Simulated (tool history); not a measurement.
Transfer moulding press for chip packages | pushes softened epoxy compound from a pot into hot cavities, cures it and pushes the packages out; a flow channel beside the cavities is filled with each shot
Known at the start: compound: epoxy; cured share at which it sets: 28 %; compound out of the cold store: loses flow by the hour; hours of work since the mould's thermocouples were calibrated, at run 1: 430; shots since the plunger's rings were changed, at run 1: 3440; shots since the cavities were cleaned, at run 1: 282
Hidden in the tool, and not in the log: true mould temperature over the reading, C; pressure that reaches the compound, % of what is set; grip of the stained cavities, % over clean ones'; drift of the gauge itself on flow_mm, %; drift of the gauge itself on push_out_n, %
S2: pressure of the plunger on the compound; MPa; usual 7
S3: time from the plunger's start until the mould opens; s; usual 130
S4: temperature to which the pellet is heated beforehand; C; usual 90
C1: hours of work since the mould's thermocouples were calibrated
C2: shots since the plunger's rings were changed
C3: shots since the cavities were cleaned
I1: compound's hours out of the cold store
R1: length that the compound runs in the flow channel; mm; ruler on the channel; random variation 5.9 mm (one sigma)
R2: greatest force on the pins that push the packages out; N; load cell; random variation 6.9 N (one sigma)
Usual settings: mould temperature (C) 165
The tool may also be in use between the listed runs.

Run 1, day 0: usual settings; C1 430; C2 3440; C3 282; I1 33.5. Result: R1 637 mm, R2 465 N.
Run 2, day 0.533: usual settings; C1 436; C2 3522; C3 364; I1 27.4. Result: R1 672 mm, R2 476 N.
At day 1.067: cavities cleaned with cleaning compound and waxed.
Run 3, day 1.583: usual settings; C1 447; C2 3674; C3 79; I1 18.3. Result: R1 703 mm, R2 628 N.
Run 4, day 2.542: usual settings; C1 458; C2 3822; C3 227; I1 23.5. Result: R1 684 mm, R2 647 N.
Run 5, day 3.15: usual settings; C1 465; C2 3915; C3 320; I1 10.9. Result: R1 754 mm, R2 616 N.
At day 3.971: cavities cleaned with cleaning compound and waxed, once more.
Run 6, day 4.042: usual settings but S3 168 s; C1 474; C2 4043; C3 10; I1 12.1. Result: R1 746 mm, R2 277 N.
Run 7, day 5.058: usual settings but S3 168 s; C1 486; C2 4200; C3 167; I1 45.1. Result: R1 587 mm, R2 378 N.
Run 8, day 5.617: usual settings but S3 168 s, S4 87 C; C1 492; C2 4286; C3 253; I1 30.2. Result: R1 641 mm, R2 422 N.
Run 9, day 6.704: usual settings but S3 154 s; C1 505; C2 4453; C3 420; I1 15.1. Result: R1 724 mm, R2 453 N.
At day 6.925: cavities cleaned with cleaning compound and waxed.
Run 10, day 7.738: usual settings but S3 154 s; C1 516; C2 4603; C3 125; I1 35.6. Result: R1 625 mm, R2 357 N.
Run 11, day 8.817: usual settings but S3 154 s; C1 528; C2 4769; C3 291; I1 14. Result: R1 732 mm, R2 406 N.
At day 9.904: cavities cleaned with cleaning compound and waxed.
Run 12, day 10.029: usual settings but S3 154 s; C1 541; C2 4946; C3 19; I1 39.7. Result: R1 601 mm, R2 276 N.
Run 13, day 10.508: usual settings but S3 154 s; C1 546; C2 5020; C3 93; I1 19.6. Result: R1 684 mm, R2 323 N.
Run 14, day 11.121: usual settings but S3 154 s, S4 91 C; C1 553; C2 5114; C3 187; I1 23.3. Result: R1 683 mm, R2 374 N.
Run 15, day 11.592: usual settings but S3 154 s, S4 91 C; C1 558; C2 5187; C3 260; I1 36.8. Result: R1 619 mm, R2 395 N.
Run 16, day 12.554: usual settings but S4 91 C; C1 569; C2 5335; C3 408; I1 19.5. Result: R1 705 mm, R2 502 N.
At day 12.883: cavities cleaned with cleaning compound and waxed.
Run 17, day 13.288: usual settings but S2 5.21 MPa, S4 87 C; C1 577; C2 5438; C3 62; I1 15.5. Result: R1 613 mm, R2 352 N.
Run 18, day 14.458: usual settings but S2 5.21 MPa, S4 87 C; C1 590; C2 5618; C3 242; I1 11.7. Result: R1 632 mm, R2 458 N.
Run 19, day 15.529: usual settings but S2 7.73 MPa; C1 602; C2 5783; C3 407; I1 37.3. Result: R1 638 mm, R2 478 N.
At day 15.804: cavities cleaned with cleaning compound and waxed.
Run 20, day 16.338: usual settings but mould temperature (C) 160, S2 7.28 MPa, S3 156 s, S4 80 C; C1 611; C2 5898; C3 82; I1 11.5. Result: R1 763 mm, R2 340 N.
At day 16.883: plunger's sealing rings changed.
Run 21, day 17.083: usual settings but mould temperature (C) 160, S2 7.28 MPa, S3 156 s, S4 80 C; C1 618; C2 31; C3 181; I1 45.8. Result: R1 631 mm, R2 396 N.
Run 22, day 18.108: usual settings but mould temperature (C) 161, S2 7.18 MPa, S3 139 s, S4 85 C; C1 630; C2 189; C3 339; I1 20.7. Result: R1 745 mm, R2 508 N.
Run 23, day 18.662: usual settings but mould temperature (C) 161, S2 7.18 MPa, S3 139 s, S4 85 C; C1 636; C2 274; C3 424; I1 12.4. Result: R1 803 mm, R2 555 N.
At day 18.833: cavities cleaned with cleaning compound and waxed.
Run 24, day 19.733: usual settings but S2 5.78 MPa, S3 156 s, S4 85 C; C1 647; C2 429; C3 138; I1 46.8. Result: R1 546 mm, R2 356 N.
Run 25, day 20.667: usual settings but S2 5.78 MPa, S3 156 s, S4 86 C; C1 658; C2 573; C3 282; I1 9.7. Result: R1 717 mm, R2 429 N.
Run 26, day 21.592: usual settings but mould temperature (C) 160, S2 5.78 MPa, S3 156 s, S4 86 C; C1 668; C2 716; C3 425; I1 18.6. Result: R1 677 mm, R2 495 N.
At day 21.746: cavities cleaned with cleaning compound and waxed.
Run 27, day 22.775: usual settings but S2 5.56 MPa, S3 153 s, S4 82 C; C1 681; C2 888; C3 158; I1 25.4. Result: R1 631 mm, R2 359 N.
Run 28, day 23.917: usual settings but S2 5.56 MPa, S3 153 s, S4 93 C; C1 694; C2 1064; C3 334; I1 28.6. Result: R1 610 mm, R2 426 N.
At day 24.675: cavities cleaned with cleaning compound and waxed.
Run 29, day 25.071: usual settings but S2 5.56 MPa, S3 153 s, S4 93 C; C1 706; C2 1232; C3 61; I1 44.3. Result: R1 536 mm, R2 312 N.

How the hidden state differs across the entries between the runs, from the last listed run before each to the first after it:
Between runs 2 and 3: cavities cleaned with cleaning compound and waxed (day 1.067)
  true mould temperature over the reading, C: 0.09 -> 0.11; pressure that reaches the compound, % of what is set: 91.31 -> 90.97; grip of the stained cavities, % over clean ones': 73 -> 124.2
  measured less the result without the state, R1: -32 -> -34 mm; R2: +202 -> +349 N
Between runs 5 and 6: cavities cleaned with cleaning compound and waxed, once more (day 3.971)
  true mould temperature over the reading, C: 0.14 -> 0.15; pressure that reaches the compound, % of what is set: 90.39 -> 90.1; grip of the stained cavities, % over clean ones': 121.1 -> 8
  measured less the result without the state, R1: -39 -> -40 mm; R2: +340 -> +20 N
Between runs 9 and 10: cavities cleaned with cleaning compound and waxed (day 6.925)
  true mould temperature over the reading, C: 0.2 -> 0.21; pressure that reaches the compound, % of what is set: 89.13 -> 88.74; grip of the stained cavities, % over clean ones': 77.7 -> 35.9
  measured less the result without the state, R1: -43 -> -39 mm; R2: +197 -> +95 N
Between runs 11 and 12: cavities cleaned with cleaning compound and waxed (day 9.904)
  true mould temperature over the reading, C: 0.23 -> 0.25; pressure that reaches the compound, % of what is set: 88.31 -> 87.88; grip of the stained cavities, % over clean ones': 61.5 -> 6.3
  measured less the result without the state, R1: -48 -> -41 mm; R2: +156 -> +16 N
Between runs 16 and 17: cavities cleaned with cleaning compound and waxed (day 12.883)
  true mould temperature over the reading, C: 0.29 -> 0.3; pressure that reaches the compound, % of what is set: 86.91 -> 86.65; grip of the stained cavities, % over clean ones': 75.8 -> 19.5
  measured less the result without the state, R1: -52 -> -47 mm; R2: +212 -> +54 N
Between runs 19 and 20: cavities cleaned with cleaning compound and waxed (day 15.804)
  true mould temperature over the reading, C: 0.34 -> 0.35; pressure that reaches the compound, % of what is set: 85.73 -> 85.45; grip of the stained cavities, % over clean ones': 74.7 -> 20.5
  measured less the result without the state, R1: -52 -> -64 mm; R2: +204 -> +55 N
Between runs 20 and 21: plunger's sealing rings changed (day 16.883)
  true mould temperature over the reading, C: 0.35 -> 0.36; pressure that reaches the compound, % of what is set: 85.45 -> 99.46; grip of the stained cavities, % over clean ones': 20.5 -> 41.2
  measured less the result without the state, R1: -64 -> -3 mm; R2: +55 -> +112 N
Between runs 23 and 24: cavities cleaned with cleaning compound and waxed (day 18.833)
  true mould temperature over the reading, C: 0.39 -> 0.41; pressure that reaches the compound, % of what is set: 98.85 -> 98.49; grip of the stained cavities, % over clean ones': 75.1 -> 34.8
  measured less the result without the state, R1: -6 -> -5 mm; R2: +232 -> +91 N
Between runs 26 and 27: cavities cleaned with cleaning compound and waxed (day 21.746)
  true mould temperature over the reading, C: 0.44 -> 0.46; pressure that reaches the compound, % of what is set: 97.8 -> 97.37; grip of the stained cavities, % over clean ones': 76.1 -> 37.6
  measured less the result without the state, R1: -9 -> -10 mm; R2: +212 -> +98 N
Between runs 28 and 29: cavities cleaned with cleaning compound and waxed (day 24.675)
  true mould temperature over the reading, C: 0.48 -> 0.49; pressure that reaches the compound, % of what is set: 96.95 -> 96.54; grip of the stained cavities, % over clean ones': 65.8 -> 15.6
  measured less the result without the state, R1: -11 -> -11 mm; R2: +169 -> +41 N
